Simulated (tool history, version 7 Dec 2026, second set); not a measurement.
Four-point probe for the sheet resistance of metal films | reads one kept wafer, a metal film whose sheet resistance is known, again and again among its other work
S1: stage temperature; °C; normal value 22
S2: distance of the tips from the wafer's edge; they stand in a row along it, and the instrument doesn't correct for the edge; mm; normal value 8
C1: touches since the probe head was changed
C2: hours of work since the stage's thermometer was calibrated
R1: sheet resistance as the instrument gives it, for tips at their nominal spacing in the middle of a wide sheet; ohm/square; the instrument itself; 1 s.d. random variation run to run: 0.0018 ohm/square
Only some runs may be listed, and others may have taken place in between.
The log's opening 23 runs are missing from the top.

run 24 hour=598.7 | S1=28 S2=9 | C1=52081 C2=920 | R1=9.180121
run 25 hour=629.5 | S1=23 S2=60 | C1=53903 C2=942 | R1=9.141878
run 26 hour=655 | S1=20 S2=40 | C1=55410 C2=961 | R1=9.130968
run 27 hour=675.9 | S1=33 S2=57 | C1=56647 C2=976 | R1=9.168196
run 28 hour=713.1 | S1=25 S2=40 | C1=58850 C2=1004 | R1=9.14636
run 29 hour=733.2 | S1=28 S2=4 | C1=60036 C2=1018 | R1=9.276923
run 30 hour=765.7 | S1=27 S2=7 | C1=61964 C2=1042 | R1=9.188826
-- hour=768 stage's thermometer calibrated
run 31 hour=782.6 | S1=27 S2=7 | C1=62930 C2=11 | R1=9.17951
run 32 hour=807.2 | S1=27 S2=7 | C1=64390 C2=29 | R1=9.178335
run 33 hour=834.2 | S1=21 S2=5 | C1=65986 C2=49 | R1=9.199735
run 34 hour=869.4 | S1=24 S2=48 | C1=68064 C2=74 | R1=9.129785
-- hour=883 stage's thermometer calibrated, once more
run 35 hour=890.6 | S1=29 S2=5 | C1=69291 C2=6 | R1=9.241821
run 36 hour=924.8 | S1=29 S2=5 | C1=71315 C2=31 | R1=9.236744
run 37 hour=953.1 | S1=22 S2=23 | C1=72991 C2=51 | R1=9.142012
run 38 hour=984.2 | S1=22 S2=23 | C1=74827 C2=74 | R1=9.142675
run 39 hour=1007.8 | S1=25 S2=3 | C1=76223 C2=92 | R1=9.362901
run 40 hour=1042.2 | S1=20 S2=51 | C1=78258 C2=117 | R1=9.130637
run 41 hour=1079.8 | S1=22 S2=15 | C1=80486 C2=144 | R1=9.140615
run 42 hour=1099 | S1=31 S2=18 | C1=81618 C2=158 | R1=9.165928
run 43 hour=1137.4 | S1=25 S2=8 | C1=83889 C2=187 | R1=9.173448
run 44 hour=1168 | S1=25 S2=8 | C1=85698 C2=209 | R1=9.174466

5 ways to go on from here, each from the tool as it stands after run 44. What would each give?
run A hour=1204 | S1=18 S2=45 | C1=87830 C2=235 | R1=?
run B hour=1204 | S1=21 S2=63 | C1=87830 C2=235 | R1=?
run C hour=1204 | S1=23 S2=50 | C1=87830 C2=235 | R1=?
run D hour=1204 | S1=19 S2=13 | C1=87830 C2=235 | R1=?
run E hour=1204 | S1=24 S2=7 | C1=87830 C2=235 | R1=?

run=A R1=9.120959
run=B R1=9.128865
run=C R1=9.137977
run=D R1=9.134806
run=E R1=9.178401
Take away the tool's hidden state, keep each run's random variation, and the runs would have read:
run=A R1=9.154366
run=B R1=9.162243
run=C R1=9.17135
run=D R1=9.168242
run=E R1=9.211894
